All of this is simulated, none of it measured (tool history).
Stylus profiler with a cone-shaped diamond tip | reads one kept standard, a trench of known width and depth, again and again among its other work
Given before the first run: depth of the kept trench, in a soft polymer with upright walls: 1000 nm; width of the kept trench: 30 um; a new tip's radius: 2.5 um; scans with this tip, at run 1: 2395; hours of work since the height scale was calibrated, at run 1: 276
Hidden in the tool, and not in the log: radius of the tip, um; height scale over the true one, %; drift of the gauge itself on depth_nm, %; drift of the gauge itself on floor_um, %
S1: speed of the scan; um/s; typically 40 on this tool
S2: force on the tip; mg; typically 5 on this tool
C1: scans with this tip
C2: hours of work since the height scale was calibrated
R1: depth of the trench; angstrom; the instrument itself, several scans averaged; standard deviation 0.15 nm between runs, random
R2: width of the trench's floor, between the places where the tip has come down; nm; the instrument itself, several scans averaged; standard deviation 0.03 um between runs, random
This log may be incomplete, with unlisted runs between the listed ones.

| run | hour | S1 | S2 | C1 | C2 | R1 | R2 |
|---|---|---|---|---|---|---|---|
| 1 | 0 | 40 | 5 | 2395 | 276 | 10097.6 | 25570 |
| 2 | 18.6 | 40 | 5 | 2474 | 285 | 10100.5 | 25570 |
| 3 | 37.3 | 40 | 5 | 2553 | 294 | 10098.9 | 25480 |
| 4 | 64.2 | 40 | 5 | 2667 | 307 | 10097.2 | 25540 |
| 5 | 87.6 | 40 | 5 | 2766 | 318 | 10099.3 | 25530 |
| 6 | 105.6 | 40 | 5 | 2843 | 327 | 10097.3 | 25450 |
| 7 | 132.1 | 40 | 5 | 2955 | 340 | 10097.8 | 25540 |
| 8 | 151.8 | 40 | 5 | 3038 | 350 | 10097.6 | 25480 |
| 9 | 164.3 | 40 | 5 | 3091 | 356 | 10098.5 | 25460 |
| 10 | 177.1 | 40 | 5 | 3145 | 362 | 10098.2 | 25470 |
| 11 | 198.7 | 28 | 10.26 | 3237 | 373 | 10162.2 | 25530 |
| 12 | 211.4 | 28 | 10.26 | 3291 | 379 | 10162.3 | 25560 |
| 13 | 237.3 | 28 | 10.26 | 3401 | 391 | 10162.7 | 25540 |
| 14 | 253.1 | 22 | 1.89 | 3468 | 399 | 10048.3 | 25400 |
| 15 | 264.7 | 22 | 1.89 | 3517 | 405 | 10044.2 | 25480 |

Below are 4 alternative next runs, each starting from the tool's condition after run 15. Predict each:
| A | 285.7 | 13 | 10.33 | 3606 | 415 | ? | ? |
| B | 285.7 | 115 | 1.89 | 3606 | 415 | ? | ? |
| C | 285.7 | 46 | 7.45 | 3606 | 415 | ? | ? |
| D | 285.7 | 65 | 3.74 | 3606 | 415 | ? | ? |

| run | R1 | R2 |
|---|---|---|
| A | 10161.2 | 25580 |
| B | 10046.4 | 24840 |
| C | 10129.6 | 25450 |
| D | 10078.4 | 25260 |
With the hidden condition removed and each run's random variation left untouched, the same runs would have given:
| run | R1 | R2 |
|---|---|---|
| A | 10170 | 25980 |
| B | 10055.2 | 25250 |
| C | 10138.4 | 25850 |
| D | 10087.2 | 25670 |
